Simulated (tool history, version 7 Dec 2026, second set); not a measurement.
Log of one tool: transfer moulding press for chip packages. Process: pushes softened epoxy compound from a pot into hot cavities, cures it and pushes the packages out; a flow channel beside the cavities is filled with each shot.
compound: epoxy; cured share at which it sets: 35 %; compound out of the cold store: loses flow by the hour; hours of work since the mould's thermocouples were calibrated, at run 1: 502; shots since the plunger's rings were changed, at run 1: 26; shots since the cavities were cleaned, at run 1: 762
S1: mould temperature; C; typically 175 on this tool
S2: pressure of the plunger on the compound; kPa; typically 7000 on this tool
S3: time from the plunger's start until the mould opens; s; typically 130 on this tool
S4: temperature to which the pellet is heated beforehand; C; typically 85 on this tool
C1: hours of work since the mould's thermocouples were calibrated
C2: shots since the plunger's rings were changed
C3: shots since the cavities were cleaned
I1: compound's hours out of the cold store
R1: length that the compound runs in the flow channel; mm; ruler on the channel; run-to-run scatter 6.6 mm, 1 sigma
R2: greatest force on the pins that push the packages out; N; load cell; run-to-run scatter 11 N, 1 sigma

| run | hour | S1 | S2 | S3 | S4 | C1 | C2 | C3 | I1 | R1 | R2 |
|---|---|---|---|---|---|---|---|---|---|---|---|
| 1 | 0.0 | 175 | 7000 | 130 | 85 | 502 | 26 | 762 | 15.6 | 744 | 490 |
|  | 35.4 | cavities cleaned with cleaning compound and waxed |
| 2 | 67.9 | 175 | 7000 | 130 | 85 | 533 | 519 | 241 | 18.2 | 742 | 504 |
| 3 | 110.9 | 175 | 7180 | 130 | 85 | 554 | 839 | 561 | 43.6 | 685 | 484 |
|  | 172.5 | cavities cleaned with cleaning compound and waxed |
| 4 | 190.6 | 175 | 7180 | 130 | 85 | 591 | 1420 | 134 | 25.2 | 724 | 497 |
| 5 | 247.1 | 175 | 7180 | 130 | 85 | 617 | 1840 | 554 | 39.4 | 684 | 475 |
|  | 311.7 | cavities cleaned with cleaning compound and waxed |
| 6 | 326.5 | 169 | 7000 | 130 | 85 | 654 | 2419 | 110 | 11.2 | 777 | 839 |
| 7 | 395.1 | 169 | 7000 | 130 | 85 | 687 | 2928 | 619 | 41.2 | 707 | 783 |
|  | 428.2 | plunger's sealing rings changed |
|  | 452.8 | cavities cleaned with cleaning compound and waxed |
| 8 | 481.3 | 169 | 7000 | 130 | 85 | 726 | 383 | 212 | 34.8 | 724 | 750 |
|  | 573.9 | mould's thermocouples calibrated |
| 9 | 574.8 | 172 | 7000 | 130 | 85 | 0 | 1063 | 892 | 14.3 | 764 | 620 |
|  | 590.5 | cavities cleaned with cleaning compound and waxed |
| 10 | 640.2 | 172 | 7000 | 130 | 85 | 31 | 1538 | 370 | 8.5 | 767 | 637 |
|  | 727.6 | cavities cleaned with cleaning compound and waxed |
| 11 | 730.7 | 172 | 7000 | 130 | 85 | 73 | 2199 | 22 | 12.4 | 763 | 650 |
| 12 | 823.4 | 172 | 7000 | 130 | 85 | 117 | 2888 | 711 | 42.4 | 677 | 582 |
|  | 865.3 | plunger's sealing rings changed |
|  | 866.8 | cavities cleaned with cleaning compound and waxed |
| 13 | 894.8 | 172 | 7000 | 130 | 85 | 149 | 208 | 208 | 22.1 | 741 | 632 |
| 14 | 972.5 | 172 | 7000 | 130 | 85 | 185 | 786 | 786 | 22.8 | 726 | 628 |
|  | 1005.3 | cavities cleaned with cleaning compound and waxed |
| 15 | 1051.1 | 169 | 5600 | 132 | 94 | 222 | 1359 | 341 | 26.7 | 664 | 744 |
| 16 | 1105.1 | 181 | 7280 | 152 | 88 | 247 | 1760 | 742 | 20.4 | 729 | 364 |
|  | 1140.7 | cavities cleaned with cleaning compound and waxed |
| 17 | 1173.0 | 175 | 7000 | 137 | 91 | 279 | 2253 | 240 | 42.3 | 664 | 439 |
| 18 | 1263.7 | 182 | 7560 | 122 | 85 | 322 | 2927 | 914 | 39.4 | 666 | 407 |
|  | 1276.2 | cavities cleaned with cleaning compound and waxed |
|  | 1299.4 | plunger's sealing rings changed |
| 19 | 1343.9 | 175 | 7000 | 155 | 88 | 358 | 331 | 485 | 29.5 | 705 | 409 |
| 20 | 1399.2 | 181 | 6650 | 116 | 80 | 384 | 742 | 896 | 28.9 | 662 | 426 |
|  | 1414.2 | cavities cleaned with cleaning compound and waxed |
| 21 | 1446.9 | 182 | 7000 | 130 | 91 | 406 | 1085 | 242 | 41.5 | 649 | 376 |
| 22 | 1521.1 | 174 | 6770 | 162 | 84 | 441 | 1636 | 793 | 34.0 | 684 | 411 |
|  | 1549.4 | cavities cleaned with cleaning compound and waxed |
| 23 | 1587.4 | 174 | 6770 | 162 | 84 | 472 | 2119 | 283 | 21.9 | 713 | 404 |
| 24 | 1632.8 | 177 | 7000 | 130 | 85 | 493 | 2456 | 620 | 47.4 | 650 | 438 |

Predict the results of run 25:
|  | 1685.2 | cavities cleaned with cleaning compound and waxed |
| 25 | 1689.7 | 172 | 7000 | 130 | 85 | 519 | 2867 | 33 | 14.1 | ? | ? |

For run 25 the tool returned R1 765 mm, R2 631 N.
The same run, on a tool lacking any hidden state, would have yielded R1 766 mm, R2 630 N.
